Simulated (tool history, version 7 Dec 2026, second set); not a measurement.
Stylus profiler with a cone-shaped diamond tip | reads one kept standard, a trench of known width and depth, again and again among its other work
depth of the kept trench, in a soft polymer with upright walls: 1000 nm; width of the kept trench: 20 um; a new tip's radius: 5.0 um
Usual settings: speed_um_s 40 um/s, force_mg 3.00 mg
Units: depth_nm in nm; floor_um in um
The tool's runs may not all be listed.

| run | day | speed_um_s | force_mg | depth_nm | floor_um |
|---|---|---|---|---|---|
| 1 | 0.000 | 40 | 3.00 | 1016.30 | 13.71 |
| 2 | 0.392 | 40 | 3.00 | 1016.27 | 13.64 |
| 3 | 0.883 | 40 | 3.00 | 1016.28 | 13.71 |
| 4 | 1.246 | 40 | 3.18 | 1017.08 | 13.71 |
| 5 | 1.938 | 40 | 3.18 | 1017.37 | 13.62 |
| 6 | 2.446 | 40 | 3.18 | 1017.22 | 13.63 |
| 7 | 2.892 | 40 | 3.18 | 1017.10 | 13.62 |
| 8 | 3.583 | 22 | 3.00 | 1016.56 | 13.72 |
| 9 | 4.104 | 22 | 3.00 | 1016.60 | 13.69 |
| 10 | 4.458 | 22 | 3.00 | 1017.03 | 13.69 |
| 11 | 5.100 | 29 | 3.57 | 1018.67 | 13.66 |
| 12 | 5.550 | 27 | 8.07 | 1031.87 | 13.69 |
| 13 | 6.108 | 27 | 8.07 | 1031.91 | 13.71 |
| 14 | 6.725 | 14 | 5.30 | 1024.48 | 13.70 |
| 15 | 7.254 | 149 | 1.69 | 1009.78 | 12.61 |
| 16 | 7.717 | 149 | 1.69 | 1010.01 | 12.68 |
| 17 | 8.033 | 52 | 7.83 | 1029.12 | 13.61 |
| 18 | 8.679 | 96 | 1.65 | 1010.43 | 13.07 |
| 19 | 9.246 | 22 | 5.10 | 1021.63 | 13.64 |

Not shown: 2 entries that the log had between the listed runs. Between which runs, and how does the tool's hidden state differ before and after?
Between runs 9 and 10: height scale calibrated on a step standard (day 4.171)
  radius of the tip, um: 5.26 -> 5.27; height scale over the true one, %: 0.101 -> 0.161
  measured less the result without the state, depth_nm: +1.03 -> +1.63 nm; floor_um: -0.18 -> -0.18 um
Between runs 14 and 15: height scale calibrated on a step standard, once more (day 7.179)
  radius of the tip, um: 5.34 -> 5.35; height scale over the true one, %: 0.176 -> -0.041
  measured less the result without the state, depth_nm: +1.79 -> -0.42 nm; floor_um: -0.22 -> -0.23 um
